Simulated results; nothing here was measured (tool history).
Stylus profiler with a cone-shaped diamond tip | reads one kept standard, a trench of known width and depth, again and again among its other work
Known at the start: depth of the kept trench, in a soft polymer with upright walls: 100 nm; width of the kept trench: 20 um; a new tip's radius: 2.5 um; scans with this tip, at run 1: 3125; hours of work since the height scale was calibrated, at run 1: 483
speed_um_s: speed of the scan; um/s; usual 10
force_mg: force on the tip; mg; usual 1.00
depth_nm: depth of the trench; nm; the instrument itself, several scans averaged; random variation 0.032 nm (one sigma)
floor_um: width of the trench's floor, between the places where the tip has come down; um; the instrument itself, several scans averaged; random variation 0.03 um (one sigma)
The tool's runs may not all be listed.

run      day  speed_um_s  force_mg  scans with this tip  hours of work since the height scale was calibrated  depth_nm  floor_um
  1    0.000          10      1.00                 3125                                                  483    100.72     18.29
  2    3.533          10      1.64                 3443                                                  533    101.10     18.35
  3    6.225          10      2.30                 3684                                                  570    101.32     18.40
  4    8.629          10      2.30                 3900                                                  603    101.38     18.36
  5   10.879          10      2.30                 4102                                                  635    101.32     18.35
  6   13.017           2      1.00                 4294                                                  664    100.69     18.39
  7   15.000           2      1.00                 4472                                                  692    100.70     18.38
  8   17.500           4      1.00                 4697                                                  727    100.59     18.34
  9   21.050           4      1.00                 5016                                                  776    100.62     18.27
 10   24.158           4      1.00                 5295                                                  819    100.59     18.30
 11   27.654           4      1.00                 5609                                                  868    100.64     18.29
 12   30.229          10      1.00                 5840                                                  903    100.60     18.18
 13   31.996          10      1.00                 5999                                                  928    100.49     18.24
 14   35.604          10      1.00                 6323                                                  978    100.53     18.18
 15   38.775          10      1.00                 6607                                                 1022    100.48     18.20
 16   42.092          10      1.00                 6905                                                 1068    100.56     18.14
 17   43.729          10      1.00                 7053                                                 1091    100.51     18.13
 18   46.879          10      1.07                 7335                                                 1135    100.54     18.15
 19   48.800          10      1.07                 7508                                                 1161    100.55     18.13
 20   52.404          10      1.07                 7831                                                 1211    100.50     18.18
 21   55.392          25      1.07                 8100                                                 1253    100.45     18.00
 22   58.521          10      0.34                 8381                                                 1296     99.99     18.01
 23   61.246          10      1.65                 8626                                                 1334    100.74     18.14
 24   64.317          10      1.65                 8901                                                 1377    100.81     18.09
 25   66.192          10      1.88                 9070                                                 1403    100.85     18.08
 26   67.892          10      1.88                 9222                                                 1427    100.86     18.13
 27   70.512           9      0.44                 9458                                                 1463    100.02     18.06
 28   72.592          26      1.08                 9644                                                 1492    100.43     17.98
 29   75.775          25      2.22                 9930                                                 1536    101.05     17.97
 30   77.404          14      1.00                10077                                                 1559    100.30     18.02
      77.717  -- height scale calibrated on a step standard
 31   79.529          16      0.62                10266                                                   25    100.01     17.93
 32   81.571           3      1.13                10449                                                   54    100.31     18.18
 33   84.542           3      1.13                10716                                                   95    100.36     18.08
      84.896  -- height scale calibrated on a step standard, once more
 34   88.512           3      1.13                11070                                                   50    100.96     18.07
 35   90.479           3      1.13                11247                                                   78    100.90     18.08
 36   93.312           8      1.43                11502                                                  117    101.06     17.96
 37   95.054          17      1.21                11658                                                  141    100.92     17.92
 38   98.275          17      1.21                11947                                                  186    100.96     17.90
 39  100.662          30      1.32                12162                                                  219    101.01     17.78
 40  102.396          30      1.32                12317                                                  243    100.99     17.77
 41  105.196           5      1.32                12569                                                  282    100.93     17.97
 42  107.521          18      1.97                12778                                                  314    101.25     17.93
 43  109.971          18      1.97                12998                                                  348    101.26     17.90
 44  112.904           2      1.97                13261                                                  389    101.26     17.99
 45  116.608           2      1.97                13594                                                  441    101.21     18.00

Measured less the same run without the tool's hidden state. The same run-to-run variation is in both; the gauge's scatter may not be:
The hidden state here: radius of the tip, um; height scale over the true one, %; drift of the gauge itself on depth_nm, %; drift of the gauge itself on floor_um, %.
run  depth_nm  floor_um
  1     -0.17     -0.16
  2     -0.19     -0.17
  3     -0.21     -0.17
  4     -0.22     -0.19
  5     -0.23     -0.20
  6     -0.24     -0.20
  7     -0.26     -0.22
  8     -0.27     -0.23
  9     -0.29     -0.24
 10     -0.30     -0.26
 11     -0.32     -0.26
 12     -0.33     -0.28
 13     -0.35     -0.28
 14     -0.36     -0.30
 15     -0.37     -0.31
 16     -0.39     -0.32
 17     -0.40     -0.34
 18     -0.41     -0.34
 19     -0.43     -0.35
 20     -0.45     -0.36
 21     -0.47     -0.38
 22     -0.48     -0.39
 23     -0.50     -0.40
 24     -0.51     -0.41
 25     -0.52     -0.42
 26     -0.53     -0.42
 27     -0.54     -0.43
 28     -0.55     -0.43
 29     -0.57     -0.45
 30     -0.58     -0.45
 31     -0.66     -0.46
 32     -0.68     -0.47
 33     -0.69     -0.49
 34     -0.07     -0.49
 35     -0.07     -0.51
 36     -0.08     -0.51
 37     -0.10     -0.52
 38     -0.12     -0.53
 39     -0.13     -0.54
 40     -0.13     -0.55
 41     -0.15     -0.55
 42     -0.16     -0.56
 43     -0.18     -0.57
 44     -0.19     -0.58
 45     -0.21     -0.59
